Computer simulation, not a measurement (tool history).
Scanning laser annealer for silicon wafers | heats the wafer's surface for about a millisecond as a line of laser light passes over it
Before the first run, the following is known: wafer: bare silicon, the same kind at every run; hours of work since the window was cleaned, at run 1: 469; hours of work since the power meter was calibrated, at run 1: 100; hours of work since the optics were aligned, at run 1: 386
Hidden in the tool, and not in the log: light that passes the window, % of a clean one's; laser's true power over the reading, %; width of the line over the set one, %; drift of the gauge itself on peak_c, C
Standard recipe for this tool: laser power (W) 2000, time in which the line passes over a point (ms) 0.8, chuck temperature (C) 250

| run | hour | laser power (W) | time in which the line passes over a point (ms) | chuck temperature (C) | hours of work since the window was cleaned | hours of work since the power meter was calibrated | hours of work since the optics were aligned | highest temperature of the surface (C) |
|---|---|---|---|---|---|---|---|---|
| 1 | 0 | 2000 | 0.8 | 250 | 469 | 100 | 386 | 986 |
| 2 | 8.6 | 2000 | 0.8 | 250 | 475 | 106 | 392 | 991 |
| 3 | 16.2 | 2000 | 0.8 | 250 | 480 | 111 | 397 | 988 |
| 4 | 30.3 | 2000 | 0.993 | 250 | 490 | 121 | 407 | 1087 |
| 5 | 36.8 | 2000 | 0.679 | 250 | 494 | 125 | 411 | 923 |
| 6 | 47.5 | 2000 | 0.679 | 250 | 501 | 132 | 418 | 919 |
| 7 | 61.7 | 2000 | 0.679 | 250 | 511 | 142 | 428 | 919 |
| 8 | 75.5 | 2000 | 0.679 | 250 | 520 | 151 | 437 | 915 |
| 9 | 86.4 | 2000 | 0.8 | 282 | 528 | 159 | 445 | 1021 |
| 10 | 94 | 2000 | 0.8 | 250 | 533 | 164 | 450 | 983 |
| 11 | 103.2 | 2000 | 0.8 | 250 | 539 | 170 | 456 | 984 |
| 12 | 109.3 | 2000 | 0.8 | 250 | 543 | 174 | 460 | 987 |
| 13 | 124.4 | 1884 | 0.8 | 242 | 554 | 185 | 471 | 931 |
| 14 | 135.1 | 1884 | 0.8 | 242 | 561 | 192 | 478 | 933 |
| 15 | 144.2 | 1884 | 0.8 | 242 | 567 | 198 | 484 | 932 |
| 16 | 157.3 | 1726 | 0.871 | 229 | 576 | 207 | 493 | 892 |
| 17 | 169.3 | 1726 | 0.705 | 230 | 584 | 215 | 501 | 815 |
| 18 | 181.1 | 1726 | 0.705 | 230 | 592 | 223 | 509 | 820 |
| 19 | 189.8 | 2085 | 0.705 | 235 | 598 | 229 | 515 | 946 |
| 20 | 202.7 | 1852 | 0.8 | 275 | 607 | 238 | 524 | 955 |
| 21 | 213.7 | 1852 | 0.8 | 275 | 615 | 245 | 531 | 949 |
| 22 | 227.2 | 1916 | 0.688 | 257 | 624 | 255 | 541 | 898 |
| 23 | 236.2 | 2005 | 0.715 | 251 | 630 | 261 | 547 | 938 |

Alternative continuations, all from the tool just after run 23; predict every row:
| A | 247.7 | 2004 | 0.892 | 251 | 638 | 269 | 554 | ? |
| B | 247.7 | 2108 | 0.985 | 283 | 638 | 269 | 554 | ? |
| C | 247.7 | 1759 | 0.715 | 239 | 638 | 269 | 554 | ? |
| D | 247.7 | 1976 | 0.715 | 251 | 638 | 269 | 554 | ? |

| run | highest temperature of the surface (C) |
|---|---|
| A | 1028 |
| B | 1153 |
| C | 842 |
| D | 925 |
Take away the tool's hidden state, keep each run's random variation, and the runs would have read:
| run | highest temperature of the surface (C) |
|---|---|
| A | 1052 |
| B | 1179 |
| C | 861 |
| D | 945 |
